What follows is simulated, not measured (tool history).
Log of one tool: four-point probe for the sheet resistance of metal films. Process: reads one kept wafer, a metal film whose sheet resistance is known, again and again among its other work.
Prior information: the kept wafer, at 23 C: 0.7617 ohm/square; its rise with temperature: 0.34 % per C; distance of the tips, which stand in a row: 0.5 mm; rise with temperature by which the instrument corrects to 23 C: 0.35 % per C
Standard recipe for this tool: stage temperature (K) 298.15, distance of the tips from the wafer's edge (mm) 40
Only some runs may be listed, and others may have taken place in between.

| run | hour | stage temperature (K) | distance of the tips from the wafer's edge (mm) | sheet resistance as the instrument gives it (ohm/square) |
|---|---|---|---|---|
| 1 | 0.0 | 298.15 | 40 | 0.762363 |
| 2 | 25.9 | 298.15 | 40 | 0.762318 |
| 3 | 43.1 | 301.15 | 40 | 0.761814 |
| 4 | 55.4 | 298.15 | 40 | 0.762094 |
| 5 | 77.5 | 298.15 | 40 | 0.762170 |
| 6 | 99.5 | 298.15 | 40 | 0.762050 |
| 7 | 123.0 | 300.15 | 40 | 0.761699 |
| 8 | 147.7 | 300.15 | 40 | 0.761721 |
| 9 | 160.2 | 298.15 | 40 | 0.762004 |
| 10 | 175.1 | 298.15 | 40 | 0.761868 |
| 11 | 199.1 | 308.15 | 40 | 0.761094 |
| 12 | 224.3 | 308.15 | 40 | 0.760886 |
| 13 | 240.8 | 308.15 | 40 | 0.761479 |
| 14 | 263.7 | 303.15 | 38 | 0.761487 |
| 15 | 282.3 | 299.15 | 40 | 0.761682 |
| 16 | 306.3 | 302.15 | 57 | 0.761461 |
| 17 | 323.9 | 302.15 | 57 | 0.761272 |
| 18 | 347.6 | 302.15 | 57 | 0.761262 |
| 19 | 360.6 | 302.15 | 57 | 0.761343 |
| 20 | 379.0 | 302.15 | 57 | 0.761154 |
| 21 | 401.9 | 300.15 | 6 | 0.764029 |

Per-run results on a tool with no hidden state, each run keeping its own random variation:
The hidden state here: inner tips' distance over the nominal, %; tips' flats over new ones', %; wafer's true temperature over the reading, C; drift of the gauge itself on sheet_ohm, %.
| run | sheet resistance as the instrument gives it (ohm/square) |
|---|---|
| 1 | 0.761860 |
| 2 | 0.761843 |
| 3 | 0.761357 |
| 4 | 0.761653 |
| 5 | 0.761754 |
| 6 | 0.761660 |
| 7 | 0.761331 |
| 8 | 0.761382 |
| 9 | 0.761682 |
| 10 | 0.761564 |
| 11 | 0.760807 |
| 12 | 0.760626 |
| 13 | 0.761237 |
| 14 | 0.761275 |
| 15 | 0.761495 |
| 16 | 0.761298 |
| 17 | 0.761129 |
| 18 | 0.761145 |
| 19 | 0.761240 |
| 20 | 0.761072 |
| 21 | 0.763976 |
